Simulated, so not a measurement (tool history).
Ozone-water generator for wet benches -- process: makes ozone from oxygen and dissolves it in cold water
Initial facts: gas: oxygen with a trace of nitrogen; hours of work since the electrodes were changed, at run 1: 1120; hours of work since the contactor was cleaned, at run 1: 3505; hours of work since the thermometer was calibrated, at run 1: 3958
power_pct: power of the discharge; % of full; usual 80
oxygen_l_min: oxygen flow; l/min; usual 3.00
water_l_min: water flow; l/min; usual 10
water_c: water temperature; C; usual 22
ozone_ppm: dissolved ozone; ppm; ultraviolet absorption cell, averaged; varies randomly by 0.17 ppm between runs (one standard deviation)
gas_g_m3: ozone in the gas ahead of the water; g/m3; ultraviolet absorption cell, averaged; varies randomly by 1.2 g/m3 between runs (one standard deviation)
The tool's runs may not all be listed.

| run | day | power_pct | oxygen_l_min | water_l_min | water_c | hours of work since the electrodes were changed | hours of work since the contactor was cleaned | hours of work since the thermometer was calibrated | ozone_ppm | gas_g_m3 |
|---|---|---|---|---|---|---|---|---|---|---|
| 1 | 0.000 | 80 | 3.00 | 10 | 22 | 1120 | 3505 | 3958 | 23.4 | 209.3 |
| 2 | 1.454 | 80 | 3.00 | 10 | 20 | 1146 | 3532 | 3985 | 24.2 | 208.2 |
| 3 | 3.271 | 80 | 3.00 | 10 | 20 | 1179 | 3565 | 4018 | 24.1 | 209.3 |
| 4 | 5.283 | 80 | 3.00 | 10 | 20 | 1216 | 3602 | 4054 | 24.2 | 207.6 |
| 5 | 6.162 | 80 | 3.00 | 10 | 22 | 1232 | 3618 | 4070 | 23.2 | 208.5 |
| 6 | 7.404 | 80 | 3.00 | 10 | 22 | 1255 | 3641 | 4093 | 23.4 | 208.1 |
|  | 8.588 | water thermometer calibrated |
| 7 | 8.638 | 80 | 3.00 | 10 | 22 | 1277 | 3663 | 1 | 23.1 | 206.9 |
| 8 | 9.908 | 80 | 3.00 | 10 | 22 | 1300 | 3686 | 24 | 23.6 | 206.9 |
| 9 | 11.096 | 80 | 3.00 | 10 | 22 | 1322 | 3708 | 46 | 23.5 | 208.0 |
| 10 | 12.712 | 80 | 3.00 | 10 | 22 | 1351 | 3737 | 75 | 23.8 | 206.6 |
| 11 | 13.729 | 80 | 3.00 | 10 | 22 | 1370 | 3756 | 94 | 23.3 | 208.1 |
| 12 | 15.692 | 80 | 3.00 | 10 | 22 | 1406 | 3792 | 130 | 23.5 | 204.3 |
| 13 | 17.483 | 80 | 3.00 | 10 | 22 | 1439 | 3824 | 162 | 23.7 | 205.7 |
| 14 | 19.429 | 80 | 3.00 | 10 | 22 | 1474 | 3860 | 198 | 23.6 | 203.3 |
| 15 | 21.221 | 80 | 3.00 | 10 | 22 | 1507 | 3892 | 231 | 23.6 | 205.3 |
| 16 | 22.542 | 80 | 3.00 | 10 | 22 | 1531 | 3917 | 255 | 23.6 | 204.1 |
| 17 | 23.992 | 80 | 3.00 | 10 | 22 | 1557 | 3943 | 281 | 23.7 | 206.4 |
| 18 | 25.629 | 54 | 2.15 | 10 | 27 | 1587 | 3973 | 311 | 15.4 | 174.0 |
| 19 | 27.354 | 54 | 2.15 | 10 | 27 | 1619 | 4004 | 343 | 15.8 | 174.1 |
| 20 | 29.146 | 80 | 1.86 | 7 | 20 | 1652 | 4037 | 375 | 33.2 | 274.7 |
| 21 | 31.154 | 80 | 4.24 | 14 | 20 | 1688 | 4074 | 412 | 18.1 | 164.8 |
| 22 | 32.521 | 87 | 1.50 | 9 | 24 | 1713 | 4099 | 437 | 28.3 | 339.6 |
| 23 | 34.412 | 48 | 2.27 | 8 | 18 | 1748 | 4133 | 471 | 18.4 | 149.0 |
| 24 | 35.975 | 57 | 3.64 | 8 | 18 | 1776 | 4162 | 500 | 20.4 | 130.2 |
|  | 36.342 | gauge calibrated |
| 25 | 37.304 | 57 | 3.64 | 8 | 18 | 1801 | 4186 | 524 | 20.4 | 134.4 |

What does the tool deliver on the next run?
| 26 | 38.354 | 80 | 1.62 | 10 | 22 | 1820 | 4205 | 543 | ? | ? |

{"run 26": {"ozone_ppm": 24.5, "gas_g_m3": 307.3}}
On a tool with no hidden condition, and with the same random variation, this run would have come out at ozone_ppm 24.6 ppm, gas_g_m3 308.1 g/m3.
